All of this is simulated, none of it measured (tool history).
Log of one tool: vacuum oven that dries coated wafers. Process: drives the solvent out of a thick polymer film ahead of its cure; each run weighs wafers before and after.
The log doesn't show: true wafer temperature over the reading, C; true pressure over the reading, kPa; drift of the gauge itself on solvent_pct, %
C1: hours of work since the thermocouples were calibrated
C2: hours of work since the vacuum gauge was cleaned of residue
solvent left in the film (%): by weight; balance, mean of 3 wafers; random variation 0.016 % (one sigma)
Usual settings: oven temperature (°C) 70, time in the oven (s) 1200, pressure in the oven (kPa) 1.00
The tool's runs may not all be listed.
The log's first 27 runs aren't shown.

Run 28, hour 658.0: usual settings but time in the oven (s) 840; C1 101; C2 1112. Result: solvent left in the film (%) 4.16.
Run 29, hour 688.1: usual settings but time in the oven (s) 840; C1 120; C2 1131. Result: solvent left in the film (%) 4.10.
Run 30, hour 717.0: usual settings but oven temperature (°C) 60, time in the oven (s) 1920, pressure in the oven (kPa) 0.90; C1 138; C2 1149. Result: solvent left in the film (%) 3.75.
Run 31, hour 739.0: usual settings but oven temperature (°C) 79, time in the oven (s) 1680, pressure in the oven (kPa) 2.66; C1 151; C2 1162. Result: solvent left in the film (%) 2.86.
Run 32, hour 758.6: usual settings but oven temperature (°C) 79, time in the oven (s) 1680, pressure in the oven (kPa) 2.66; C1 163; C2 1175. Result: solvent left in the film (%) 2.87.
Run 33, hour 789.7: usual settings but oven temperature (°C) 79, time in the oven (s) 1680, pressure in the oven (kPa) 2.66; C1 183; C2 1194. Result: solvent left in the film (%) 2.84.
Run 34, hour 810.5: usual settings but oven temperature (°C) 79, time in the oven (s) 1680, pressure in the oven (kPa) 2.66; C1 196; C2 1207. Result: solvent left in the film (%) 2.84.
Run 35, hour 830.0: usual settings but oven temperature (°C) 61, time in the oven (s) 780, pressure in the oven (kPa) 2.66; C1 208; C2 1219. Result: solvent left in the film (%) 8.70.
Run 36, hour 857.0: usual settings but oven temperature (°C) 81, time in the oven (s) 720; C1 224; C2 1236. Result: solvent left in the film (%) 2.34.
Run 37, hour 872.8: usual settings but oven temperature (°C) 58, time in the oven (s) 720, pressure in the oven (kPa) 3.17; C1 234; C2 1245. Result: solvent left in the film (%) 10.50.

Forecast each of these 4 alternatives for the next run:
Run A, hour 896.8: usual settings but oven temperature (°C) 69; C1 249; C2 1260. Result: solvent left in the film (%) ?.
Run B, hour 896.8: usual settings but time in the oven (s) 720, pressure in the oven (kPa) 0.63; C1 249; C2 1260. Result: solvent left in the film (%) ?.
Run C, hour 896.8: usual settings but oven temperature (°C) 77, time in the oven (s) 720, pressure in the oven (kPa) 3.17; C1 249; C2 1260. Result: solvent left in the film (%) ?.
Run D, hour 896.8: usual settings but oven temperature (°C) 56, time in the oven (s) 1140; C1 249; C2 1260. Result: solvent left in the film (%) ?.

run  solvent left in the film (%)
  A                          3.16
  B                          4.21
  C                          4.99
  D                          6.59
Without the tool's hidden state the same runs would have given:
run  solvent left in the film (%)
  A                          3.07
  B                          4.18
  C                          5.00
  D                          6.46

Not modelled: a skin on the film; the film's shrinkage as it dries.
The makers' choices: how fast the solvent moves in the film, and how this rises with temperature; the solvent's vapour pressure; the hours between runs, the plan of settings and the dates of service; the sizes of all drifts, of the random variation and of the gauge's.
